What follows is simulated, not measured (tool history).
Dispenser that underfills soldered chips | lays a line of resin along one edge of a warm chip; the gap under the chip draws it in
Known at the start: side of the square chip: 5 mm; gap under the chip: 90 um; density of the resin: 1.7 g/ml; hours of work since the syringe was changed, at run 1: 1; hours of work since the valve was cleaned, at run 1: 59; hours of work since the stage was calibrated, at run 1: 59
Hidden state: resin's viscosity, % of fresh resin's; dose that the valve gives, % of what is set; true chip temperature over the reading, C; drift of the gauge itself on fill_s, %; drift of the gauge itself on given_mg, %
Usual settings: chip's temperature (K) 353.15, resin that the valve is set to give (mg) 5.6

run	hour	chip's temperature (K)	resin that the valve is set to give (mg)	hours of work since the syringe was changed	hours of work since the valve was cleaned	hours of work since the stage was calibrated	time until the resin shows at the far edge (s)	resin that the valve gave (mg)
1	0	353.15	5.6	1	59	59	18.6	5.3
2	7.1	353.15	5.6	6	64	64	25.8	5.23
# hour 10.4: new syringe of resin
3	12.4	353.15	5.6	1	68	68	19.3	5.18
4	19.7	353.15	5.6	7	73	73	27.3	5.24
# hour 21.6: new syringe of resin
5	26.1	353.15	5.6	3	78	78	22.4	5.18
# hour 29.3: dispensing valve cleaned and set on the balance
6	31.4	353.15	5.6	7	2	81	26.3	5.56
# hour 34: new syringe of resin
7	40.7	360.15	5.6	5	8	88	18.2	5.58
# hour 45.1: new syringe of resin
8	46.5	360.15	5.6	1	12	92	14.5	5.51
9	53	360.15	5.6	6	17	97	19.6	5.48
# hour 56.3: new syringe of resin
10	62.3	353.15	5.6	4	24	103	23.3	5.48
# hour 67.9: new syringe of resin
11	69.2	353.15	5.56	1	29	108	18.4	5.38
12	74.8	362.15	5.77	5	33	112	17.5	5.78
# hour 79.2: new syringe of resin
13	82.9	339.15	4.98	3	39	118	36.5	4.84
# hour 91: new syringe of resin
14	91.2	339.15	4.92	0	45	124	31.3	4.69
15	96.7	343.15	6.93	4	49	128	31.4	6.67
# hour 102.4: new syringe of resin
16	102.4	350.15	7.17	0	53	132	18.8	6.82
17	108.5	346.15	6.22	5	58	137	29.1	5.94
18	112.8	349.15	5.72	8	61	140	31.9	5.36
# hour 113.9: new syringe of resin
19	120.8	349.15	5.72	5	67	146	26.9	5.29
20	124.6	349.15	5.72	8	69	149	33	5.47

4 ways to go on from here, each from the tool as it stands after run 20. What would each give?
# hour 125.6: new syringe of resin
A	131.1	338.15	5.6	4	74	153	?	?
# hour 125.6: new syringe of resin
B	131.1	368.15	5.72	4	74	153	?	?
# hour 125.6: new syringe of resin
C	131.1	345.15	6.08	4	74	153	?	?
# hour 125.6: new syringe of resin
D	131.1	345.15	5.72	4	74	153	?	?

run	time until the resin shows at the far edge (s)	resin that the valve gave (mg)
A	39	5.23
B	12.9	5.29
C	29.3	5.55
D	29	5.29
Without the tool's hidden state the same runs would have given:
run	time until the resin shows at the far edge (s)	resin that the valve gave (mg)
A	30.3	5.61
B	10	5.68
C	23	5.97
D	22.5	5.68

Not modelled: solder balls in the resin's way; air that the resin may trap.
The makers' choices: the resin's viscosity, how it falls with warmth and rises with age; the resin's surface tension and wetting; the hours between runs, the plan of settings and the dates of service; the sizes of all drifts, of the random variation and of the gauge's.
